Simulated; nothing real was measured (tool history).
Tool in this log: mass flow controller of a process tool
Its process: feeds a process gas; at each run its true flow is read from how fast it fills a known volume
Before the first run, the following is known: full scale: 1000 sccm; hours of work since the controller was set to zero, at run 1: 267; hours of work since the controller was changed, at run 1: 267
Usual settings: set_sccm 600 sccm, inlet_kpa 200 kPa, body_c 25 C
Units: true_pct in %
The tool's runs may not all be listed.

run    hour  set_sccm  inlet_kpa  body_c  hours of work since the controller was set to zero  hours of work since the controller was changed  true_pct
  1     0.0       600        200      25                                                 267                                             267     99.30
  2   201.0       600        200      27                                                 408                                             408     99.27
  3   295.5       600        200      27                                                 475                                             475     99.19
  4   410.5       600        200      27                                                 556                                             556     99.19
  5   619.0       600        200      27                                                 704                                             704     99.21
  6   815.4       600        200      27                                                 842                                             842     99.19
  7   994.0       600        200      27                                                 968                                             968     99.21
  8  1111.9       662        200      27                                                1052                                            1052     99.36
  9  1248.4       662        200      27                                                1148                                            1148     99.49
 10  1421.7       600        200      25                                                1270                                            1270     99.18
 11  1622.1       600        200      25                                                1412                                            1412     99.13
 12  1830.2       600        200      25                                                1559                                            1559     98.99
 13  1996.7       600        200      25                                                1676                                            1676     98.94
 14  2137.6       600        200      25                                                1776                                            1776     99.08
 15  2288.6       600        168      25                                                1882                                            1882     99.05
 16  2459.0       600        200      21                                                2003                                            2003     98.92
 17  2658.6       600        200      21                                                2143                                            2143     99.06
 18  2841.4       600        200      21                                                2272                                            2272     99.16
 19  2962.1       600        200      21                                                2358                                            2358     98.96
 20  3063.8       600        200      21                                                2429                                            2429     99.02
 21  3211.0       600        200      21                                                2533                                            2533     98.80
 22  3428.2       677        200      26                                                2687                                            2687     99.27
 23  3540.8       677        200      26                                                2766                                            2766     99.31
 24  3630.7       677        200      26                                                2830                                            2830     99.33
 25  3792.6       677        200      26                                                2944                                            2944     99.22
 26  3912.9       677        200      26                                                3029                                            3029     99.34
 27  4024.5       677        200      26                                                3108                                            3108     99.34
 28  4152.5       132        200      31                                                3198                                            3198     94.44
 29  4327.6       132        200      31                                                3322                                            3322     94.45
 30  4519.9       600        200      25                                                3457                                            3457     98.99
 31  4623.3       600        204      26                                                3530                                            3530     99.02
 32  4725.7       106        256      26                                                3603                                            3603     92.59
 33  4915.0       211        173      36                                                3736                                            3736     96.36

Each row is a separate what-if for the run after 33, all from the same tool condition, not one after another. Results?
  A  5089.3       216        185      25                                                3859                                            3859         ?
  B  5089.3       172        157      25                                                3859                                            3859         ?
  C  5089.3       281        173      36                                                3859                                            3859         ?
  D  5089.3       738        142      31                                                3859                                            3859         ?
  E  5089.3       692        202      27                                                3859                                            3859         ?

run  true_pct
  A     96.05
  B     95.08
  C     97.09
  D     99.65
  E     99.30
The same runs, with their run-to-run variation unchanged, on a tool lacking any hidden condition would have given:
run  true_pct
  A     98.57
  B     98.49
  C     98.79
  D     99.70
  E     99.42
